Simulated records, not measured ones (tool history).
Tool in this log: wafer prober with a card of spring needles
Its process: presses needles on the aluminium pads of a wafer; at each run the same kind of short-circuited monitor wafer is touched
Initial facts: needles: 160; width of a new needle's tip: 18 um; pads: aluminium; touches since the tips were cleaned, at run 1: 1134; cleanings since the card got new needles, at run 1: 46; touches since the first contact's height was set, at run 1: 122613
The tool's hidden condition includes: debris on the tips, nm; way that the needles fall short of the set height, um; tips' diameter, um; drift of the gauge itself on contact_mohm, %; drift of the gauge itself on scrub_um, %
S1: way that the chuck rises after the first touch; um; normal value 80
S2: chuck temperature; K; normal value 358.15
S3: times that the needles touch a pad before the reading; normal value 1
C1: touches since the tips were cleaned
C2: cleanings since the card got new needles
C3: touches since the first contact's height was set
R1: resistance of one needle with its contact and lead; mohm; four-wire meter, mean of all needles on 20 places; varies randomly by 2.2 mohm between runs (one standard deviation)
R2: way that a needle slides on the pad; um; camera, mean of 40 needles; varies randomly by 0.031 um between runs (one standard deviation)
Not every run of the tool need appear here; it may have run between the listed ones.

run,hour,S1,S2,S3,C1,C2,C3,R1,R2
1,0,80,358.15,1,1134,46,122613,351,21.1
# hour 28.9: tips cleaned on abrasive film
# hour 67.2: tips cleaned on abrasive film
2,77.3,80,358.15,1,2010,48,137884,411,21.06
# hour 102.9: tips cleaned on abrasive film
# hour 135.6: tips cleaned on abrasive film
3,160,80,373.15,1,4825,50,154212,483,20.99
# hour 171: tips cleaned on abrasive film
# hour 204.6: tips cleaned on abrasive film
# hour 239.8: tips cleaned on abrasive film
4,239.8,80,373.15,1,0,53,169958,266,20.85
# hour 276.9: tips cleaned on abrasive film
5,297.5,82,373.15,1,4063,54,181358,475,21.46
# hour 309.6: tips cleaned on abrasive film
6,337.8,82,373.15,1,5576,55,189325,475,21.44
# hour 343: tips cleaned on abrasive film
# hour 364.8: height of the first contact set anew
# hour 376.8: tips cleaned on abrasive film
7,383.1,72,373.15,1,1250,57,3603,417,19.3
# hour 406.6: tips cleaned on abrasive film, once more
# hour 442.3: tips cleaned on abrasive film
8,457.1,72,373.15,1,2928,59,18219,495,19.24
# hour 476.6: tips cleaned on abrasive film
# hour 514.2: tips cleaned on abrasive film
9,531.1,72,373.15,1,3350,61,32838,512,19.17
# hour 547.5: tips cleaned on abrasive film
# hour 581.7: tips cleaned on abrasive film
10,600.4,72,373.15,1,3709,63,46517,521,19.13
# hour 619.3: tips cleaned on abrasive film
11,636.7,73,358.15,1,3453,64,53687,520,19.4
# hour 651.3: tips cleaned on abrasive film
12,679.3,73,358.15,1,5541,65,62093,547,19.44
# hour 684.1: tips cleaned on abrasive film
# hour 718.2: tips cleaned on abrasive film
13,738.7,73,358.15,1,4065,67,73821,541,19.36
# hour 752.1: tips cleaned on abrasive film
# hour 785.8: tips cleaned on abrasive film
14,806.6,73,358.15,1,4121,69,87226,541,19.34
# hour 821.3: tips cleaned on abrasive film
# hour 856.8: tips cleaned on abrasive film
15,860.6,73,358.15,1,762,71,97890,365,19.31
# hour 890.2: tips cleaned on abrasive film
# hour 924.8: tips cleaned on abrasive film
16,933.9,65,325.15,1,1792,73,112354,505,17.1
# hour 956.7: tips cleaned on abrasive film
# hour 994.7: tips cleaned on abrasive film
17,1010,74,300.15,2,3031,75,127385,407,19.52
# hour 1030.3: tips cleaned on abrasive film
18,1058.2,74,298.15,2,5531,76,136912,438,19.44
# hour 1065.7: tips cleaned on abrasive film
# hour 1098.5: tips cleaned on abrasive film
19,1104.5,89,390.15,2,1179,78,146040,320,23.46
# hour 1135.1: tips cleaned on abrasive film
20,1164.4,71,358.15,1,5806,79,157887,576,18.59
# hour 1168: tips cleaned on abrasive film
# hour 1200.3: tips cleaned on abrasive film
21,1207.2,80,370.15,1,1359,81,166309,399,20.98
# hour 1231.6: tips cleaned on abrasive film
# hour 1266: tips cleaned on abrasive film
22,1280.1,80,358.15,1,2780,83,180709,480,20.94
# hour 1300.8: tips cleaned on abrasive film
23,1329.2,81,330.15,1,5615,84,190417,516,21.18
# hour 1335.4: tips cleaned on abrasive film
# hour 1349.8: height of the first contact set anew
# hour 1367.8: tips cleaned on abrasive film
# hour 1400.2: tips cleaned on abrasive film
24,1414.3,81,330.15,1,2798,87,12735,457,21.65
# hour 1431.8: tips cleaned on abrasive film
25,1450.8,81,300.15,3,3777,88,19953,328,21.64
# hour 1468.5: tips cleaned on abrasive film
26,1498.7,68,300.15,2,5977,89,29410,469,18.17
# hour 1505.3: tips cleaned on abrasive film
# hour 1542.1: tips cleaned on abrasive film
# hour 1577.3: tips cleaned on abrasive film
27,1580.5,84,306.15,1,632,92,45552,332,22.37
# hour 1612.9: tips cleaned on abrasive film
28,1641.2,84,304.15,1,5600,93,57553,503,22.4

Pick out some run-to-run changes in R1. Of each, how much would a tool without hidden state show as well, from the settings, what came in and chance, and how much is left for the hidden state and any gauge scatter not in both results compared?
Run 3 -> 4: tips cleaned on abrasive film, tips cleaned on abrasive film, tips cleaned on abrasive film. R1 -217 mohm: hidden state -215, all else -2.
Run 19 -> 20: S1 89 -> 71, S2 390.15 -> 358.15, S3 2 -> 1, tips cleaned on abrasive film. R1 +256 mohm: hidden state +260, all else -4.
